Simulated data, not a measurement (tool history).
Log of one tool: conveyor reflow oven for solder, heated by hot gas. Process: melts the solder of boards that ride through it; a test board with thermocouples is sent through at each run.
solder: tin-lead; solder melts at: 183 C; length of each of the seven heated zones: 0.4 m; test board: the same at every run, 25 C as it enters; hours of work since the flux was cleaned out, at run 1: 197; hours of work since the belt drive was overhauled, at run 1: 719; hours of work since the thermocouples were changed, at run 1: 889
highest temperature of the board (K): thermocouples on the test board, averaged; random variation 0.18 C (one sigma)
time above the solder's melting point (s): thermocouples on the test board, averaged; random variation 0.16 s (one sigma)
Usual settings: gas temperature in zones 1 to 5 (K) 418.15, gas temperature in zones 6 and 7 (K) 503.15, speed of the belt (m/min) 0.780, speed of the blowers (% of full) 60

| run | hour | gas temperature in zones 1 to 5 (K) | gas temperature in zones 6 and 7 (K) | speed of the belt (m/min) | speed of the blowers (% of full) | hours of work since the flux was cleaned out | hours of work since the belt drive was overhauled | hours of work since the thermocouples were changed | highest temperature of the board (K) | time above the solder's melting point (s) |
|---|---|---|---|---|---|---|---|---|---|---|
| 1 | 0.0 | 418.15 | 503.15 | 0.780 | 60 | 197 | 719 | 889 | 490.65 | 49.0 |
|  | 11.5 | belt drive overhauled, speed set with a stopwatch |
| 2 | 51.7 | 418.15 | 503.15 | 0.780 | 60 | 219 | 19 | 911 | 489.85 | 47.5 |
| 3 | 103.4 | 418.15 | 503.15 | 0.780 | 60 | 244 | 43 | 936 | 490.05 | 47.7 |
| 4 | 140.1 | 418.15 | 503.15 | 0.780 | 60 | 261 | 61 | 953 | 489.75 | 47.5 |
| 5 | 190.8 | 418.15 | 511.15 | 0.780 | 60 | 285 | 84 | 977 | 496.65 | 51.7 |
| 6 | 218.5 | 418.15 | 511.15 | 0.780 | 60 | 298 | 97 | 990 | 496.65 | 51.7 |
| 7 | 264.1 | 418.15 | 511.15 | 0.780 | 60 | 319 | 119 | 1011 | 496.85 | 51.6 |
| 8 | 291.1 | 418.15 | 511.15 | 0.780 | 60 | 332 | 132 | 1024 | 496.55 | 51.7 |
| 9 | 315.3 | 428.15 | 503.15 | 0.780 | 60 | 343 | 143 | 1035 | 491.35 | 52.5 |
| 10 | 360.9 | 428.15 | 503.15 | 0.780 | 60 | 365 | 164 | 1057 | 491.85 | 52.6 |
| 11 | 395.6 | 428.15 | 503.15 | 0.780 | 60 | 381 | 181 | 1073 | 491.95 | 52.7 |
| 12 | 426.2 | 418.15 | 503.15 | 0.780 | 60 | 395 | 195 | 1087 | 489.95 | 47.9 |
| 13 | 452.6 | 418.15 | 507.15 | 0.780 | 60 | 408 | 208 | 1100 | 493.45 | 49.7 |
| 14 | 494.1 | 424.15 | 509.15 | 0.667 | 89 | 427 | 227 | 1119 | 505.25 | 67.9 |
| 15 | 519.4 | 424.15 | 509.15 | 0.667 | 89 | 439 | 239 | 1131 | 505.85 | 67.7 |
| 16 | 568.9 | 418.15 | 507.15 | 0.780 | 89 | 463 | 262 | 1155 | 499.35 | 54.1 |
| 17 | 591.8 | 418.15 | 507.15 | 0.780 | 89 | 473 | 273 | 1165 | 499.35 | 53.7 |
|  | 621.2 | flux residue cleaned out of gas plates and filters |
| 18 | 645.4 | 418.15 | 503.15 | 0.770 | 52 | 11 | 296 | 1188 | 488.95 | 47.8 |
| 19 | 687.6 | 418.15 | 503.15 | 0.770 | 52 | 31 | 316 | 1208 | 489.15 | 48.0 |
| 20 | 741.0 | 427.15 | 503.15 | 0.780 | 60 | 56 | 341 | 1233 | 493.15 | 53.3 |

Forecast run 21:
| 21 | 786.0 | 427.15 | 503.15 | 0.780 | 60 | 78 | 362 | 1254 | ? | ? |

Run 21 gave highest temperature of the board (K) 493.05, time above the solder's melting point (s) 53.0.
Without the tool's hidden state the same run would have given highest temperature of the board (K) 489.25, time above the solder's melting point (s) 50.4.
